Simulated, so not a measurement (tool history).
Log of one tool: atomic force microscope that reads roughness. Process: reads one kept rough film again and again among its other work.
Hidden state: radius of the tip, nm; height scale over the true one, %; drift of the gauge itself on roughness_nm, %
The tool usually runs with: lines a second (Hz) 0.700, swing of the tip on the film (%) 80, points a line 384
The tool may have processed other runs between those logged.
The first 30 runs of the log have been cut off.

run,hour,lines a second (Hz),swing of the tip on the film (%),points a line,pictures with this tip,hours of work since the height scale was calibrated,roughness of the kept film (nm (root mean square))
31,277.3,0.700,80,384,68,30,1.040
32,284.7,0.512,80,365,75,34,1.055
33,295.0,0.512,80,365,85,39,1.048
34,306.4,1.193,80,556,96,45,1.014
35,319.3,0.566,80,384,109,52,1.044
36,329.0,0.566,80,384,119,58,1.037
37,336.0,0.566,80,384,126,61,1.040
38,345.6,0.700,68,729,135,67,1.051
39,352.7,0.700,68,729,142,71,1.050
40,363.8,0.700,68,729,153,76,1.045
41,372.7,1.992,63,370,162,81,1.019
42,383.2,2.912,66,649,172,87,1.005
43,391.0,1.005,69,301,180,91,1.024
44,399.6,1.494,69,301,189,96,1.011
45,408.3,1.494,69,301,197,101,1.012
46,416.0,1.494,69,487,205,105,1.018

Consider 5 possible next runs. They are alternatives, not a sequence: every one starts from the tool as it was left by run 46. What does each give?
A,424.6,1.314,71,379,213,109,?
B,424.6,1.494,59,475,213,109,?
C,424.6,0.834,61,477,213,109,?
D,424.6,1.261,69,961,213,109,?
E,424.6,2.105,80,384,213,109,?

run,roughness of the kept film (nm (root mean square))
A,1.010
B,1.034
C,1.044
D,1.026
E,0.952
What these runs would have given with no unlogged condition in the tool:
run,roughness of the kept film (nm (root mean square))
A,1.040
B,1.065
C,1.075
D,1.057
E,0.981
